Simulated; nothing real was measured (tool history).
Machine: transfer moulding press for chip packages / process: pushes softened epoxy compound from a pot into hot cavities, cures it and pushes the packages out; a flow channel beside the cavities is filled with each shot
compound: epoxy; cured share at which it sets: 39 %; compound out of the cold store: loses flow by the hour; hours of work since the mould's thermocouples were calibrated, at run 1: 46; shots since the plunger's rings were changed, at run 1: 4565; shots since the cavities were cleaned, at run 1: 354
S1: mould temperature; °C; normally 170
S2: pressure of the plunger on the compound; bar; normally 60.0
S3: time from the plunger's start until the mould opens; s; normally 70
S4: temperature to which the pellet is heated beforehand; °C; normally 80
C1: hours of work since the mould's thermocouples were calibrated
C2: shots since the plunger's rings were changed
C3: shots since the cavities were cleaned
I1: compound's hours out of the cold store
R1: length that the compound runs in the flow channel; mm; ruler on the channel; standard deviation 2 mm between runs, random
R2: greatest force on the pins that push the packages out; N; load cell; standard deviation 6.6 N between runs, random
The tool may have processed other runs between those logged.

run,hour,S1,S2,S3,S4,C1,C2,C3,I1,R1,R2
1,0.0,170,60.0,70,80,46,4565,354,11.5,884,381
# hour 4.1: cavities cleaned with cleaning compound and waxed
2,7.3,170,60.0,70,80,50,4690,69,31.1,806,291
3,14.1,170,60.0,70,80,56,4836,215,32.3,799,349
4,22.7,170,60.0,70,80,63,5021,400,27.7,814,378
# hour 24.9: cavities cleaned with cleaning compound and waxed
5,29.7,170,60.0,70,80,67,5138,103,31.3,798,304
6,38.3,170,60.0,110,80,74,5323,288,15.5,863,321
# hour 45.8: cavities cleaned with cleaning compound and waxed
7,46.1,162,72.0,70,80,79,5458,7,17.2,970,465
8,53.3,172,45.9,70,80,85,5614,163,46.2,643,324
9,62.5,170,60.0,70,73,92,5812,361,29.2,805,378
# hour 67.0: plunger's sealing rings changed
# hour 68.5: cavities cleaned with cleaning compound and waxed
10,74.9,170,50.8,70,85,99,138,138,44.0,721,322
11,83.4,168,59.1,70,80,105,321,321,19.3,883,411
# hour 89.1: cavities cleaned with cleaning compound and waxed
12,93.3,162,67.3,70,85,112,501,90,38.4,886,418

Each row is a separate what-if for the run after 12, all from the same tool condition, not one after another. Results?
A,101.7,164,66.3,73,80,119,682,271,18.0,?,?
B,101.7,169,67.3,87,85,119,682,271,21.4,?,?
C,101.7,168,60.0,60,80,119,682,271,9.4,?,?
D,101.7,176,45.6,70,80,119,682,271,12.2,?,?

run,R1,R2
A,955,460
B,922,331
C,933,520
D,771,337
Stripped of hidden state, with their random variation kept, the same runs would have yielded:
run,R1,R2
A,962,352
B,929,255
C,940,396
D,776,261
